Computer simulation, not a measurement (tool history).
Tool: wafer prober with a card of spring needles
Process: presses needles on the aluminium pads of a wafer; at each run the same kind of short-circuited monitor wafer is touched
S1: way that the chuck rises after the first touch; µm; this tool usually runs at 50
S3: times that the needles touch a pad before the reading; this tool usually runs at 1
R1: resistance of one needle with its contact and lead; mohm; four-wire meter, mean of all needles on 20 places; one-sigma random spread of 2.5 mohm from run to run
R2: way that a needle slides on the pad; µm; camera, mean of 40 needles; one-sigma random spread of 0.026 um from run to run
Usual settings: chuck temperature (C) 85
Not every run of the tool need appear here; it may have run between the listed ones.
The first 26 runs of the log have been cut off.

At hour 267.1: height of the first contact set anew.
At hour 271.5: tips cleaned on abrasive film.
Run 27, hour 271.5: usual settings but chuck temperature (C) 35, S3 2. Result: R1 287 mohm, R2 9.03 µm.
Run 28, hour 286.5: usual settings but S1 60 µm, chuck temperature (C) 35. Result: R1 415 mohm, R2 10.86 µm.
At hour 292.8: tips cleaned on abrasive film.
Run 29, hour 298.6: usual settings but S1 68 µm, chuck temperature (C) 30. Result: R1 331 mohm, R2 12.34 µm.
Run 30, hour 313: usual settings but S1 35 µm, chuck temperature (C) 40, S3 2. Result: R1 535 mohm, R2 6.3 µm.
At hour 313.9: tips cleaned on abrasive film.
Run 31, hour 322.9: usual settings but S1 44 µm. Result: R1 467 mohm, R2 7.94 µm.
At hour 334.4: tips cleaned on abrasive film.
Run 32, hour 337: usual settings but S1 40 µm, chuck temperature (C) 25, S3 2. Result: R1 333 mohm, R2 7.15 µm.
Run 33, hour 351: usual settings but S1 40 µm, chuck temperature (C) 25, S3 2. Result: R1 467 mohm, R2 7.19 µm.
At hour 355.6: tips cleaned on abrasive film.
Run 34, hour 361: usual settings but S1 40 µm, chuck temperature (C) 25, S3 2. Result: R1 374 mohm, R2 7.17 µm.

Consider 3 possible next runs. They are alternatives, not a sequence: every one starts from the tool as it was left by run 34. What does each give?
Run A, hour 368.6: usual settings but S1 40 µm, chuck temperature (C) 84, S3 2. Result: R1 ?, R2 ?.
Run B, hour 368.6: usual settings but S1 40 µm, chuck temperature (C) 25, S3 3. Result: R1 ?, R2 ?.
Run C, hour 368.6: usual settings but S1 34 µm, chuck temperature (C) 45, S3 3. Result: R1 ?, R2 ?.

run   R1    R2
  A  450  7.16
  B  379  7.12
  C  424  6.05
Stripped of hidden state, with their random variation kept, the same runs would have yielded:
run   R1    R2
  A  292  7.26
  B  274  7.22
  C  285  6.14
